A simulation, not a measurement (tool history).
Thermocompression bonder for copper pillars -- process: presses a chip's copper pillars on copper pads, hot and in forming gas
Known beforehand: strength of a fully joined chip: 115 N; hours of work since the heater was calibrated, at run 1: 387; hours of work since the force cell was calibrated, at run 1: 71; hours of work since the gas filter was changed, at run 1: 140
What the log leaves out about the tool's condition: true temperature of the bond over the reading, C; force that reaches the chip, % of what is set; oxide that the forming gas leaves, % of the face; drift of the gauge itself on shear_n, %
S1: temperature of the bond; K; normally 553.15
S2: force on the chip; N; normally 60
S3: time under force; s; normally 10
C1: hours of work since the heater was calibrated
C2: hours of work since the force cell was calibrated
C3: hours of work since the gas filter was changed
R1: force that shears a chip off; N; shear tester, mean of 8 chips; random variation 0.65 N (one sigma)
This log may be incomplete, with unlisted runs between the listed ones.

run,day,S1,S2,S3,C1,C2,C3,R1
1,0.000,553.15,60,10,387,71,140,46.4
2,0.554,553.15,60,10,392,77,146,45.7
3,0.792,553.15,60,10,395,79,148,44.7
4,1.042,553.15,60,10,397,82,150,45.8
5,1.446,553.15,60,10,401,86,155,46.7
6,1.721,553.15,60,10,404,89,157,46.7
7,2.254,553.15,60,10,409,94,163,46.8
8,2.650,553.15,60,10,413,98,167,46.0
9,3.071,553.15,37,10,418,102,171,29.0
10,3.621,553.15,41,10,423,108,176,32.1
11,3.929,553.15,41,10,426,111,180,32.9
12,4.262,526.15,60,10,430,114,183,34.1
13,4.700,526.15,60,10,434,119,187,32.3
14,5.004,526.15,60,10,437,122,190,33.8
15,5.479,526.15,60,10,442,126,195,34.6
16,5.950,526.15,60,10,447,131,200,33.6
17,6.446,526.15,60,10,452,136,205,33.5
18,6.933,526.15,60,10,457,141,210,34.7
19,7.171,526.15,60,10,459,143,212,34.2
20,7.471,553.15,80,10,462,147,215,58.3
21,8.021,553.15,80,10,468,152,221,56.4
22,8.333,531.15,58,12,471,155,224,36.9
23,8.758,553.15,61,7,475,160,228,40.8
24,9.138,553.15,61,7,479,163,232,40.8
25,9.521,552.15,72,10,483,167,236,52.9
26,9.862,553.15,88,8,486,171,239,57.3
27,10.333,553.15,56,8,491,175,244,39.5
28,10.900,553.15,42,10,497,181,250,34.6
29,11.329,553.15,42,10,501,185,254,33.4
30,11.562,548.15,68,10,503,188,257,47.9
# day 11.779: heater calibrated with a thermocouple chip
31,12.167,580.15,89,10,4,193,262,69.0
32,12.621,557.15,48,10,9,198,266,35.0
33,12.908,557.15,48,10,11,200,269,33.1
34,13.217,553.15,60,7,15,204,272,33.9
35,13.512,566.15,48,9,17,207,275,35.5
36,14.083,563.15,47,9,23,212,281,33.9
37,14.417,563.15,47,9,27,216,284,33.6
38,14.958,563.15,47,9,32,221,290,35.2
39,15.258,563.15,47,9,35,224,293,34.6
40,15.779,553.15,43,19,40,229,298,38.7
41,16.342,553.15,43,15,46,235,304,34.9

The logged runs with the hidden state left out (each run's random variation unchanged):
run,R1
1,42.8
2,42.0
3,41.1
4,42.1
5,43.0
6,42.9
7,43.1
8,42.2
9,26.3
10,29.1
11,29.8
12,30.5
13,28.8
14,30.2
15,31.0
16,29.9
17,29.8
18,31.0
19,30.5
20,54.1
21,52.3
22,33.0
23,37.0
24,37.0
25,48.6
26,53.0
27,35.7
28,31.2
29,30.1
30,43.7
31,73.4
32,37.2
33,35.2
34,36.0
35,37.7
36,36.0
37,35.6
38,37.3
39,36.7
40,41.0
41,37.0
